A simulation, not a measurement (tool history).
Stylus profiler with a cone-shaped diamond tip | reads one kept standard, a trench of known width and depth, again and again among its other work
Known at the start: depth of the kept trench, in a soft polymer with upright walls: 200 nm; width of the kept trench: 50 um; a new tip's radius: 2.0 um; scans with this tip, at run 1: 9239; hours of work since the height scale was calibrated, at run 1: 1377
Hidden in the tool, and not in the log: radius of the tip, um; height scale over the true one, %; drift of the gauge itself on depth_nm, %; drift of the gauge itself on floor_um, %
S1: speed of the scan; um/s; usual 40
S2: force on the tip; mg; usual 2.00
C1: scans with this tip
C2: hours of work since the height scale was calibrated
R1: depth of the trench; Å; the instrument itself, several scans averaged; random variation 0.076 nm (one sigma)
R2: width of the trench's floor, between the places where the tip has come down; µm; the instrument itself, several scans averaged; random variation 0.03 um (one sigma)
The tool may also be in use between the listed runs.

{"run": 1, "hour": 0.0, "S1": 40, "S2": 2.0, "C1": 9239, "C2": 1377, "R1": 2030.2, "R2": 48.18}
{"run": 2, "hour": 50.4, "S1": 40, "S2": 2.0, "C1": 9494, "C2": 1415, "R1": 2028.3, "R2": 48.16}
{"run": 3, "hour": 100.1, "S1": 40, "S2": 3.31, "C1": 9745, "C2": 1453, "R1": 2041.3, "R2": 48.16}
{"run": 4, "hour": 124.4, "S1": 40, "S2": 0.91, "C1": 9868, "C2": 1471, "R1": 2016.8, "R2": 48.04}
{"run": 5, "hour": 148.0, "S1": 40, "S2": 0.91, "C1": 9987, "C2": 1489, "R1": 2016.7, "R2": 48.07}
{"run": 6, "hour": 183.6, "S1": 40, "S2": 2.0, "C1": 10166, "C2": 1515, "R1": 2027.9, "R2": 48.16}
{"run": 7, "hour": 209.2, "S1": 119, "S2": 2.0, "C1": 10296, "C2": 1535, "R1": 2028.3, "R2": 47.94}
{"run": 8, "hour": 243.1, "S1": 40, "S2": 2.57, "C1": 10467, "C2": 1560, "R1": 2034.4, "R2": 48.14}
{"run": 9, "hour": 270.3, "S1": 40, "S2": 2.57, "C1": 10605, "C2": 1581, "R1": 2033.9, "R2": 48.18}
{"run": 10, "hour": 299.9, "S1": 40, "S2": 2.57, "C1": 10754, "C2": 1603, "R1": 2034.8, "R2": 48.21}
{"run": 11, "hour": 340.9, "S1": 40, "S2": 2.71, "C1": 10961, "C2": 1634, "R1": 2035.7, "R2": 48.14}
{"run": 12, "hour": 372.1, "S1": 110, "S2": 2.0, "C1": 11119, "C2": 1657, "R1": 2029.7, "R2": 47.96}
{"run": 13, "hour": 423.3, "S1": 40, "S2": 0.89, "C1": 11377, "C2": 1696, "R1": 2017.0, "R2": 48.12}
{"run": 14, "hour": 448.7, "S1": 21, "S2": 2.0, "C1": 11505, "C2": 1715, "R1": 2028.1, "R2": 48.14}
{"run": 15, "hour": 500.8, "S1": 21, "S2": 2.0, "C1": 11768, "C2": 1754, "R1": 2028.5, "R2": 48.21}
{"run": 16, "hour": 537.2, "S1": 21, "S2": 2.0, "C1": 11952, "C2": 1782, "R1": 2029.1, "R2": 48.18}
{"run": 17, "hour": 581.7, "S1": 21, "S2": 2.0, "C1": 12177, "C2": 1815, "R1": 2029.2, "R2": 48.19}
{"run": 18, "hour": 635.6, "S1": 21, "S2": 2.0, "C1": 12449, "C2": 1856, "R1": 2028.9, "R2": 48.17}
{"run": 19, "hour": 662.7, "S1": 38, "S2": 2.0, "C1": 12586, "C2": 1876, "R1": 2028.6, "R2": 48.1}
{"run": 20, "hour": 693.9, "S1": 25, "S2": 2.0, "C1": 12744, "C2": 1900, "R1": 2030.0, "R2": 48.17}
{"run": 21, "hour": 719.2, "S1": 25, "S2": 2.0, "C1": 12871, "C2": 1919, "R1": 2028.9, "R2": 48.16}
{"run": 22, "hour": 768.5, "S1": 142, "S2": 2.0, "C1": 13121, "C2": 1956, "R1": 2030.1, "R2": 47.9}
{"run": 23, "hour": 815.9, "S1": 142, "S2": 2.0, "C1": 13360, "C2": 1992, "R1": 2029.5, "R2": 47.83}
{"run": 24, "hour": 846.8, "S1": 86, "S2": 1.03, "C1": 13516, "C2": 2015, "R1": 2017.9, "R2": 47.92}

Forecast run 25:
{"run": 25, "hour": 904.8, "S1": 86, "S2": 1.03, "C1": 13809, "C2": 2059, "R1": "?", "R2": "?"}

Run 25 gave R1 2018.8 Å, R2 47.95 µm.
Without the tool's hidden state the same run would have given R1 2019.1 Å, R2 47.96 µm.

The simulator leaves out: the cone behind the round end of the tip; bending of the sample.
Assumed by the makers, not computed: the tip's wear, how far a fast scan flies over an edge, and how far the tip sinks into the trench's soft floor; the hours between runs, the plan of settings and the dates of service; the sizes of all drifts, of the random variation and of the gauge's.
